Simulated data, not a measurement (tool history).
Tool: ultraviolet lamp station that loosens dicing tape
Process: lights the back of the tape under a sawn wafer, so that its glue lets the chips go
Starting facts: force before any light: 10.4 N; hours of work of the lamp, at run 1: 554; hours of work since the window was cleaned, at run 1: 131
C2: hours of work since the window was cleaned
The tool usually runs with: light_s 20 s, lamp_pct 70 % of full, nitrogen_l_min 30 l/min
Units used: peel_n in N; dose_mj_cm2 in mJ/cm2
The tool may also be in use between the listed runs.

Run 1, hour 0.0: usual settings; hours of work of the lamp 554; C2 131. Result: peel_n 0.698 N, dose_mj_cm2 335 mJ/cm2.
Run 2, hour 88.2: usual settings; hours of work of the lamp 619; C2 196. Result: peel_n 0.763 N, dose_mj_cm2 325 mJ/cm2.
Run 3, hour 168.4: usual settings but light_s 11 s; hours of work of the lamp 678; C2 255. Result: peel_n 2.244 N, dose_mj_cm2 176 mJ/cm2.
Run 4, hour 229.6: usual settings but light_s 11 s; hours of work of the lamp 723; C2 300. Result: peel_n 2.404 N, dose_mj_cm2 169 mJ/cm2.
At hour 240.6: window cleaned of glue's vapour.
Run 5, hour 312.4: usual settings but light_s 11 s; hours of work of the lamp 783; C2 53. Result: peel_n 2.545 N, dose_mj_cm2 162 mJ/cm2.
Run 6, hour 382.6: usual settings but light_s 11 s; hours of work of the lamp 835; C2 104. Result: peel_n 2.552 N, dose_mj_cm2 161 mJ/cm2.
Run 7, hour 441.6: usual settings but light_s 12 s; hours of work of the lamp 879; C2 148. Result: peel_n 2.333 N, dose_mj_cm2 170 mJ/cm2.
Run 8, hour 498.4: usual settings but nitrogen_l_min 16 l/min; hours of work of the lamp 920; C2 190. Result: peel_n 1.497 N, dose_mj_cm2 284 mJ/cm2.
Run 9, hour 541.9: usual settings but light_s 16 s, lamp_pct 84 % of full, nitrogen_l_min 31 l/min; hours of work of the lamp 952; C2 222. Result: peel_n 1.113 N, dose_mj_cm2 270 mJ/cm2.
Run 10, hour 582.2: usual settings but light_s 12 s, lamp_pct 67 % of full, nitrogen_l_min 26 l/min; hours of work of the lamp 982; C2 251. Result: peel_n 2.875 N, dose_mj_cm2 162 mJ/cm2.
Run 11, hour 641.9: usual settings but light_s 25 s, lamp_pct 89 % of full; hours of work of the lamp 1026; C2 295. Result: peel_n 0.411 N, dose_mj_cm2 432 mJ/cm2.
At hour 659.4: window cleaned of glue's vapour.
Run 12, hour 681.7: usual settings but light_s 17 s, lamp_pct 91 % of full, nitrogen_l_min 9 l/min; hours of work of the lamp 1055; C2 16. Result: peel_n 1.592 N, dose_mj_cm2 331 mJ/cm2.
Run 13, hour 733.9: usual settings but light_s 17 s, lamp_pct 91 % of full, nitrogen_l_min 9 l/min; hours of work of the lamp 1093; C2 55. Result: peel_n 1.623 N, dose_mj_cm2 325 mJ/cm2.
At hour 741.9: window cleaned of glue's vapour, once more.
Run 14, hour 779.3: usual settings but light_s 17 s, lamp_pct 91 % of full, nitrogen_l_min 9 l/min; hours of work of the lamp 1126; C2 28. Result: peel_n 1.640 N, dose_mj_cm2 326 mJ/cm2.
Run 15, hour 850.7: usual settings but lamp_pct 65 % of full; hours of work of the lamp 1179; C2 80. Result: peel_n 1.119 N, dose_mj_cm2 270 mJ/cm2.
Run 16, hour 905.0: usual settings but lamp_pct 65 % of full; hours of work of the lamp 1219; C2 120. Result: peel_n 1.154 N, dose_mj_cm2 260 mJ/cm2.

What if the next run were any one of these 3? Each begins from the tool's condition after run 16:
Run A, hour 954.4: usual settings but lamp_pct 88 % of full; hours of work of the lamp 1255; C2 156. Result: peel_n ?, dose_mj_cm2 ?.
Run B, hour 954.4: usual settings but light_s 21 s, lamp_pct 66 % of full, nitrogen_l_min 10 l/min; hours of work of the lamp 1255; C2 156. Result: peel_n ?, dose_mj_cm2 ?.
Run C, hour 954.4: usual settings but light_s 16 s, lamp_pct 65 % of full; hours of work of the lamp 1255; C2 156. Result: peel_n ?, dose_mj_cm2 ?.

run  peel_n  dose_mj_cm2
  A   0.654          350
  B   2.082          274
  C   1.827          206
The same runs, with their run-to-run variation unchanged, on a tool lacking any hidden condition would have given:
run  peel_n  dose_mj_cm2
  A   0.320          493
  B   1.133          387
  C   0.958          290

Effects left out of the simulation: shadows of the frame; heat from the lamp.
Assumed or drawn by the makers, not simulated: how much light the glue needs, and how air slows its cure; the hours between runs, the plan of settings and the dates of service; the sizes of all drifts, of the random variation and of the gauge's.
